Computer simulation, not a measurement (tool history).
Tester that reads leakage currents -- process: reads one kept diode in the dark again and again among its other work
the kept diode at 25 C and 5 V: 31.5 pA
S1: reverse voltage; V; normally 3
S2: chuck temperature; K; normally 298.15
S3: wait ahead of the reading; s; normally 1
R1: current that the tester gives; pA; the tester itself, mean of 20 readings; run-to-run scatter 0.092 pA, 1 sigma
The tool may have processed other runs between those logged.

run 1 hour=0 | S1=3 S2=298.15 S3=1 | R1=27.18
run 2 hour=128.5 | S1=3 S2=298.15 S3=1 | R1=27.6
run 3 hour=343.4 | S1=3 S2=298.15 S3=1 | R1=27.73
run 4 hour=540.2 | S1=3 S2=298.15 S3=1 | R1=28.19
run 5 hour=715.9 | S1=3 S2=297.15 S3=1 | R1=26.19
-- hour=936 chuck's temperature calibrated
run 6 hour=946.4 | S1=3 S2=297.15 S3=1 | R1=25.26
run 7 hour=1201.9 | S1=3 S2=297.15 S3=1 | R1=25.57
run 8 hour=1462.1 | S1=1.84 S2=298.15 S3=1 | R1=21.6
run 9 hour=1713.7 | S1=1.15 S2=298.15 S3=1 | R1=17.01
-- hour=1729.2 tester calibrated
run 10 hour=1895 | S1=3 S2=298.15 S3=1 | R1=29.22
run 11 hour=2003.2 | S1=14.28 S2=298.15 S3=1 | R1=72.33
run 12 hour=2133.9 | S1=3 S2=303.15 S3=1 | R1=43.23
run 13 hour=2273.2 | S1=3 S2=303.15 S3=1 | R1=43.61
run 14 hour=2448.4 | S1=3 S2=298.15 S3=1.95 | R1=29.33
run 15 hour=2649.3 | S1=3 S2=298.15 S3=1.04 | R1=30.12
run 16 hour=2790.1 | S1=3 S2=298.15 S3=1.04 | R1=30.49
run 17 hour=2931.1 | S1=10.3 S2=298.15 S3=1 | R1=63.48
run 18 hour=3135.6 | S1=3 S2=298.15 S3=1 | R1=31
run 19 hour=3290.6 | S1=3 S2=298.15 S3=1 | R1=31.19
-- hour=3447.7 chuck's temperature calibrated
run 20 hour=3455.9 | S1=3 S2=327.15 S3=1 | R1=265.75
run 21 hour=3663.2 | S1=3 S2=327.15 S3=1 | R1=267.56
run 22 hour=3783.6 | S1=5.47 S2=309.15 S3=0.31 | R1=99.79
run 23 hour=4019.7 | S1=5.47 S2=309.15 S3=0.31 | R1=100.68
-- hour=4155 probe card cleaned and baked
run 24 hour=4179.5 | S1=5.47 S2=309.15 S3=0.31 | R1=92.63
run 25 hour=4410.6 | S1=5.47 S2=309.15 S3=0.31 | R1=92.99
run 26 hour=4652.6 | S1=7.11 S2=295.15 S3=0.35 | R1=37.8
run 27 hour=4880.6 | S1=1.39 S2=308.15 S3=7.89 | R1=41.73
run 28 hour=5082.1 | S1=6.45 S2=298.15 S3=3.52 | R1=39.43
run 29 hour=5206 | S1=9.15 S2=301.15 S3=1.31 | R1=62.55
run 30 hour=5411.8 | S1=9.15 S2=301.15 S3=1.31 | R1=63.44
run 31 hour=5638.4 | S1=9.15 S2=301.15 S3=1.31 | R1=64.93
run 32 hour=5774.3 | S1=9.15 S2=301.15 S3=1.31 | R1=65
run 33 hour=5898.9 | S1=9.15 S2=301.15 S3=1.31 | R1=65.78
-- hour=5959.1 chuck's temperature calibrated
run 34 hour=6048.6 | S1=9.15 S2=301.15 S3=1.31 | R1=62.32
run 35 hour=6249.4 | S1=14.87 S2=319.15 S3=0.3 | R1=333.49
-- hour=6343.7 tester calibrated
run 36 hour=6512 | S1=14.87 S2=331.15 S3=0.3 | R1=791.84
run 37 hour=6746.1 | S1=1.29 S2=306.15 S3=0.4 | R1=35.54
run 38 hour=6899.8 | S1=1.29 S2=306.15 S3=0.4 | R1=35.51
run 39 hour=7059.1 | S1=3.04 S2=293.15 S3=0.4 | R1=21.45
run 40 hour=7248.6 | S1=3.04 S2=293.15 S3=0.4 | R1=21.59

Consider 3 possible next runs. They are alternatives, not a sequence: every one starts from the tool as it was left by run 40. What does each give?
run A hour=7359.3 | S1=1.34 S2=298.15 S3=0.36 | R1=?
run B hour=7359.3 | S1=2.23 S2=329.15 S3=0.4 | R1=?
run C hour=7359.3 | S1=13.33 S2=293.15 S3=0.4 | R1=?

run=A R1=19.88
run=B R1=272.2
run=C R1=57.48
What these runs would have given with no unlogged condition in the tool:
run=A R1=18.15
run=B R1=263.86
run=C R1=44.35
